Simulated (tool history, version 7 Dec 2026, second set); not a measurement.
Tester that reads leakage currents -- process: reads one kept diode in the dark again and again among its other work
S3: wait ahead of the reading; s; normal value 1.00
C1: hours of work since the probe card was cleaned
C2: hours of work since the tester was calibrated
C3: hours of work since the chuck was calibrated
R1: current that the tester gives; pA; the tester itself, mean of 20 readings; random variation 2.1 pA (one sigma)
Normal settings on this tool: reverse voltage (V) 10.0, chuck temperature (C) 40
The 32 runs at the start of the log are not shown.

{"run": 33, "hour": 1077.5, "reverse voltage (V)": 2.1, "chuck temperature (C)": 42, "S3": 1.07, "C1": 740, "C2": 1296, "C3": 76, "R1": 349.93}
{"run": 34, "hour": 1112.4, "reverse voltage (V)": 5.2, "chuck temperature (C)": 25, "S3": 1.07, "C1": 762, "C2": 1318, "C3": 98, "R1": 154.97}
{"run": 35, "hour": 1148.6, "reverse voltage (V)": 5.2, "chuck temperature (C)": 25, "S3": 1.07, "C1": 785, "C2": 1341, "C3": 120, "R1": 155.13}
{"run": 36, "hour": 1181.3, "reverse voltage (V)": 5.2, "chuck temperature (C)": 25, "S3": 1.07, "C1": 806, "C2": 1361, "C3": 141, "R1": 156.07}
{"run": 37, "hour": 1203.3, "reverse voltage (V)": 2.3, "chuck temperature (C)": 22, "S3": 0.37, "C1": 820, "C2": 1375, "C3": 155, "R1": 81.17}
{"run": 38, "hour": 1223.6, "reverse voltage (V)": 3.6, "chuck temperature (C)": 40, "S3": 1.0, "C1": 833, "C2": 1388, "C3": 168, "R1": 403.77}
{"run": 39, "hour": 1253.3, "reverse voltage (V)": 3.6, "chuck temperature (C)": 40, "S3": 1.0, "C1": 851, "C2": 1407, "C3": 187, "R1": 402.23}
{"run": 40, "hour": 1292.5, "reverse voltage (V)": 3.2, "chuck temperature (C)": 34, "S3": 0.74, "C1": 876, "C2": 1432, "C3": 211, "R1": 241.59}

Here are 4 independent what-if runs from the current tool condition. What would each one return?
{"run": "A", "hour": 1324.4, "reverse voltage (V)": 1.2, "chuck temperature (C)": 34, "S3": 0.74, "C1": 896, "C2": 1452, "C3": 232, "R1": "?"}
{"run": "B", "hour": 1324.4, "reverse voltage (V)": 10.0, "chuck temperature (C)": 25, "S3": 1.0, "C1": 896, "C2": 1452, "C3": 232, "R1": "?"}
{"run": "C", "hour": 1324.4, "reverse voltage (V)": 18.6, "chuck temperature (C)": 54, "S3": 0.33, "C1": 896, "C2": 1452, "C3": 232, "R1": "?"}
{"run": "D", "hour": 1324.4, "reverse voltage (V)": 1.3, "chuck temperature (C)": 25, "S3": 0.96, "C1": 896, "C2": 1452, "C3": 232, "R1": "?"}

run=A R1=144.69
run=B R1=219.86
run=C R1=2519.50
run=D R1=75.41
Stripped of hidden state, with their random variation kept, the same runs would have yielded:
run=A R1=144.57
run=B R1=219.61
run=C R1=2517.58
run=D R1=75.34

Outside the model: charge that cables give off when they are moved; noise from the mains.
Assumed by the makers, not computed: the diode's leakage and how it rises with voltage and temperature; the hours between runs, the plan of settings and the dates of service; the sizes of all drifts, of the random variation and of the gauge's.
